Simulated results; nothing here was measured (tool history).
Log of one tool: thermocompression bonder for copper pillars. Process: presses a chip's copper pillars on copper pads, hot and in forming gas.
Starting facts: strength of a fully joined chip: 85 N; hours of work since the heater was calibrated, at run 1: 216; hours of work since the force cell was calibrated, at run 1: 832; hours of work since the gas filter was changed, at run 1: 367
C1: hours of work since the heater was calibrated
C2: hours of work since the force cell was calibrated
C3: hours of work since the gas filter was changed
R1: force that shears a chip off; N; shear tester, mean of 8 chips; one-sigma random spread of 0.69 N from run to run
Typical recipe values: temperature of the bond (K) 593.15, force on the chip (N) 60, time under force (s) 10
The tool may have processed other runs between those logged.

Run 1, hour 0.0: usual settings; C1 216; C2 832; C3 367. Result: R1 43.9 N.
Run 2, hour 46.3: usual settings; C1 242; C2 859; C3 393. Result: R1 44.6 N.
At hour 95.9: force cell calibrated.
Run 3, hour 97.0: usual settings; C1 270; C2 1; C3 421. Result: R1 42.6 N.
At hour 127.3: forming gas filter changed.
Run 4, hour 142.1: usual settings; C1 295; C2 26; C3 8. Result: R1 47.5 N.
Run 5, hour 174.8: usual settings; C1 314; C2 45; C3 27. Result: R1 47.0 N.
Run 6, hour 198.7: usual settings but temperature of the bond (K) 618.15; C1 327; C2 58; C3 40. Result: R1 57.1 N.
Run 7, hour 222.7: usual settings but temperature of the bond (K) 618.15; C1 341; C2 72; C3 54. Result: R1 57.8 N.
Run 8, hour 255.7: usual settings; C1 360; C2 90; C3 73. Result: R1 45.6 N.
Run 9, hour 284.5: usual settings; C1 376; C2 107; C3 89. Result: R1 46.3 N.
Run 10, hour 306.1: usual settings; C1 388; C2 119; C3 101. Result: R1 45.2 N.
Run 11, hour 331.8: usual settings; C1 403; C2 134; C3 116. Result: R1 44.8 N.
Run 12, hour 358.0: usual settings but time under force (s) 6; C1 418; C2 148; C3 131. Result: R1 36.6 N.
Run 13, hour 404.9: usual settings but force on the chip (N) 45, time under force (s) 6; C1 444; C2 175; C3 158. Result: R1 28.1 N.
Run 14, hour 425.7: usual settings but force on the chip (N) 45, time under force (s) 6; C1 456; C2 187; C3 169. Result: R1 27.0 N.
Run 15, hour 469.3: usual settings but force on the chip (N) 45, time under force (s) 6; C1 481; C2 212; C3 194. Result: R1 25.9 N.
Run 16, hour 502.6: usual settings but time under force (s) 18; C1 500; C2 231; C3 213. Result: R1 52.4 N.
Run 17, hour 549.1: usual settings but force on the chip (N) 46, time under force (s) 16; C1 526; C2 257; C3 239. Result: R1 38.8 N.
Run 18, hour 589.2: usual settings but temperature of the bond (K) 604.15, force on the chip (N) 44, time under force (s) 16; C1 549; C2 280; C3 262. Result: R1 41.3 N.
Run 19, hour 612.9: usual settings but temperature of the bond (K) 604.15, force on the chip (N) 44, time under force (s) 16; C1 562; C2 293; C3 276. Result: R1 41.2 N.
Run 20, hour 659.8: usual settings but temperature of the bond (K) 571.15, force on the chip (N) 89, time under force (s) 5; C1 589; C2 320; C3 302. Result: R1 39.1 N.
Run 21, hour 695.7: usual settings but temperature of the bond (K) 608.15, force on the chip (N) 57, time under force (s) 5; C1 609; C2 340; C3 323. Result: R1 36.1 N.
Run 22, hour 736.5: usual settings but temperature of the bond (K) 584.15, force on the chip (N) 37; C1 633; C2 363; C3 346. Result: R1 22.5 N.
Run 23, hour 757.3: usual settings but temperature of the bond (K) 622.15, force on the chip (N) 41, time under force (s) 17; C1 644; C2 375; C3 358. Result: R1 46.8 N.
Run 24, hour 801.1: usual settings but temperature of the bond (K) 622.15, force on the chip (N) 41, time under force (s) 17; C1 669; C2 400; C3 382. Result: R1 45.1 N.
Run 25, hour 841.2: usual settings but temperature of the bond (K) 622.15, force on the chip (N) 41, time under force (s) 17; C1 692; C2 423; C3 405. Result: R1 44.6 N.
Run 26, hour 871.1: usual settings but temperature of the bond (K) 584.15, time under force (s) 9; C1 709; C2 440; C3 422. Result: R1 35.6 N.
At hour 898.2: forming gas filter changed.
Run 27, hour 903.8: usual settings but temperature of the bond (K) 568.15, time under force (s) 6; C1 727; C2 458; C3 3. Result: R1 27.9 N.
Run 28, hour 945.7: usual settings but temperature of the bond (K) 620.15, time under force (s) 20; C1 751; C2 482; C3 27. Result: R1 67.1 N.

Entry by entry between the runs, the difference in hidden state between the last listed run before and the first listed run after:
In the gap between runs 2 and 3: force cell calibrated (hour 95.9)
  true temperature of the bond over the reading, C: -1.7 -> -1.9; force that reaches the chip, % of what is set: 103.5 -> 100.8; oxide that the forming gas leaves, % of the face: 9.94 -> 10.72
  difference, measured minus the result without the unlogged condition, R1: -3.8 -> -5.2 N
In the gap between runs 3 and 4: forming gas filter changed (hour 127.3)
  true temperature of the bond over the reading, C: -1.9 -> -2; force that reaches the chip, % of what is set: 100.8 -> 100.9; oxide that the forming gas leaves, % of the face: 10.72 -> 0.78
  difference, measured minus the result without the unlogged condition, R1: -5.2 -> -0.7 N
In the gap between runs 26 and 27: forming gas filter changed (hour 898.2)
  true temperature of the bond over the reading, C: -5.1 -> -5.2; force that reaches the chip, % of what is set: 102.3 -> 102.4; oxide that the forming gas leaves, % of the face: 11.36 -> 0.66
  difference, measured minus the result without the unlogged condition, R1: -5.8 -> -1.2 N
